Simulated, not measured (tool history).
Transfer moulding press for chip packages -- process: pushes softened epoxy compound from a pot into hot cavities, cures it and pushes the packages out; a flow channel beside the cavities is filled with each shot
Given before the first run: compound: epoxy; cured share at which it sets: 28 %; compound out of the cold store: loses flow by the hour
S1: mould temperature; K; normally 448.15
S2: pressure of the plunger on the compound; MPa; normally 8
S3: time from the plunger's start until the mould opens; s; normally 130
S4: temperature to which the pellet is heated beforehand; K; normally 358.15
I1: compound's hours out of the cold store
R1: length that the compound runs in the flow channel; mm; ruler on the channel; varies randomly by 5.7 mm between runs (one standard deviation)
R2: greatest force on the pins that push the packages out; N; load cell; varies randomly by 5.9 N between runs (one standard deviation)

run 1 hour=0 | S1=448.15 S2=8 S3=130 S4=358.15 | I1=17.4 | R1=689 R2=223
run 2 hour=5 | S1=448.15 S2=8 S3=130 S4=358.15 | I1=24.7 | R1=667 R2=252
run 3 hour=13.1 | S1=448.15 S2=8 S3=130 S4=358.15 | I1=14.9 | R1=702 R2=267
run 4 hour=20.7 | S1=448.15 S2=8 S3=122 S4=358.15 | I1=44.8 | R1=564 R2=311
run 5 hour=25.6 | S1=448.15 S2=8 S3=122 S4=358.15 | I1=25.4 | R1=658 R2=334
run 6 hour=32.9 | S1=448.15 S2=8 S3=122 S4=358.15 | I1=25.4 | R1=646 R2=350
run 7 hour=37.7 | S1=448.15 S2=8 S3=130 S4=358.15 | I1=16.1 | R1=690 R2=339
run 8 hour=45.3 | S1=448.15 S2=8 S3=130 S4=358.15 | I1=17.3 | R1=683 R2=361
run 9 hour=53.6 | S1=448.15 S2=8 S3=130 S4=358.15 | I1=18.3 | R1=682 R2=386
run 10 hour=60.8 | S1=448.15 S2=8 S3=130 S4=358.15 | I1=42.2 | R1=580 R2=376
run 11 hour=67.8 | S1=448.15 S2=8 S3=130 S4=358.15 | I1=45.9 | R1=558 R2=395
run 12 hour=73.8 | S1=448.15 S2=8 S3=130 S4=358.15 | I1=29.4 | R1=627 R2=425
run 13 hour=77.7 | S1=448.15 S2=7.08 S3=130 S4=353.15 | I1=23.5 | R1=626 R2=418
run 14 hour=84.7 | S1=448.15 S2=7.08 S3=130 S4=356.15 | I1=18.5 | R1=647 R2=436
run 15 hour=88.4 | S1=448.15 S2=7.08 S3=141 S4=356.15 | I1=35.2 | R1=557 R2=413
-- hour=90.9 mould's thermocouples calibrated
-- hour=98.2 cavities cleaned with cleaning compound and waxed
run 16 hour=98.3 | S1=456.15 S2=9.57 S3=130 S4=358.15 | I1=38.5 | R1=628 R2=200
run 17 hour=102.8 | S1=446.15 S2=6.06 S3=153 S4=350.15 | I1=31.7 | R1=536 R2=222
run 18 hour=111.8 | S1=446.15 S2=6.06 S3=153 S4=350.15 | I1=30.1 | R1=554 R2=248
run 19 hour=118.7 | S1=446.15 S2=9.27 S3=161 S4=353.15 | I1=27.3 | R1=690 R2=274
run 20 hour=122.6 | S1=450.15 S2=7.49 S3=126 S4=351.15 | I1=23.4 | R1=627 R2=270
run 21 hour=130 | S1=450.15 S2=7.24 S3=141 S4=367.15 | I1=15.7 | R1=646 R2=290
-- hour=137.1 mould's thermocouples calibrated, once more
run 22 hour=139.6 | S1=450.15 S2=7.24 S3=141 S4=367.15 | I1=28.6 | R1=598 R2=314

Forecast each of these 4 alternatives for the next run:
run A hour=146.6 | S1=448.15 S2=6.42 S3=114 S4=356.15 | I1=25.3 | R1=? R2=?
run B hour=146.6 | S1=441.15 S2=9.26 S3=130 S4=351.15 | I1=29.1 | R1=? R2=?
run C hour=146.6 | S1=448.15 S2=8 S3=130 S4=358.15 | I1=40.9 | R1=? R2=?
run D hour=146.6 | S1=449.15 S2=7.24 S3=141 S4=367.15 | I1=17.7 | R1=? R2=?

run=A R1=583 R2=394
run=B R1=690 R2=519
run=C R1=576 R2=353
run=D R1=638 R2=332
Stripped of hidden state, with their random variation kept, the same runs would have yielded:
run=A R1=611 R2=241
run=B R1=724 R2=319
run=C R1=605 R2=218
run=D R1=670 R2=204

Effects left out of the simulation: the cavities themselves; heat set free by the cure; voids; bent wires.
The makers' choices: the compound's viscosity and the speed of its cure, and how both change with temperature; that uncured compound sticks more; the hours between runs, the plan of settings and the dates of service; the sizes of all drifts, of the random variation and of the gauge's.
